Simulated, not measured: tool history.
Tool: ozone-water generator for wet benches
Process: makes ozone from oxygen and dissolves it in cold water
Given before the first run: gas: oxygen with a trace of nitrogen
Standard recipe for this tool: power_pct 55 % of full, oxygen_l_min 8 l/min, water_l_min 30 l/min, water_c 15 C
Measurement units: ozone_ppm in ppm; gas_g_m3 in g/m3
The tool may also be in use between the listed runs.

run	hour	power_pct	oxygen_l_min	water_l_min	water_c	ozone_ppm	gas_g_m3
1	0	55	8	30	15	16.3	160.1
2	35.6	59	8	30	15	17.1	169.6
3	75	59	8	30	15	17.1	168.1
4	129.5	59	8	30	15	17.3	168.3
5	187.4	59	8	31	15	16.6	167.4
6	231.2	59	14.06	31	15	16.1	121.3
7	265.8	55	8	30	15	16	160.4
8	302.1	55	8	30	15	16.2	159.7
9	350.3	45	8	30	15	13.9	138.3
10	376	45	8	30	7	15.3	139
11	423.3	45	8	30	7	15.3	138.8
12	469.9	45	8	30	7	15.4	136.9
13	505.1	55	4.73	40	12	12.3	215
14	535.5	55	4.25	30	8	15.9	227.4
15	573.8	55	6.63	45	18	10.8	176.6
16	615.8	55	5.42	30	18	15.2	197.1
# hour 621.1: water thermometer calibrated
17	676.2	55	11.42	30	18	15.1	131.1
18	731	48	8.27	29	11	15.5	140.4

Expected results for the next run?
19	758.4	85	7.65	29	11	?	?

{"run 19": {"ozone_ppm": 23.1, "gas_g_m3": 217.7}}
Were there no unlogged condition in the tool, this run, its random variation unchanged, would have produced ozone_ppm 25.3 ppm, gas_g_m3 233.6 g/m3.

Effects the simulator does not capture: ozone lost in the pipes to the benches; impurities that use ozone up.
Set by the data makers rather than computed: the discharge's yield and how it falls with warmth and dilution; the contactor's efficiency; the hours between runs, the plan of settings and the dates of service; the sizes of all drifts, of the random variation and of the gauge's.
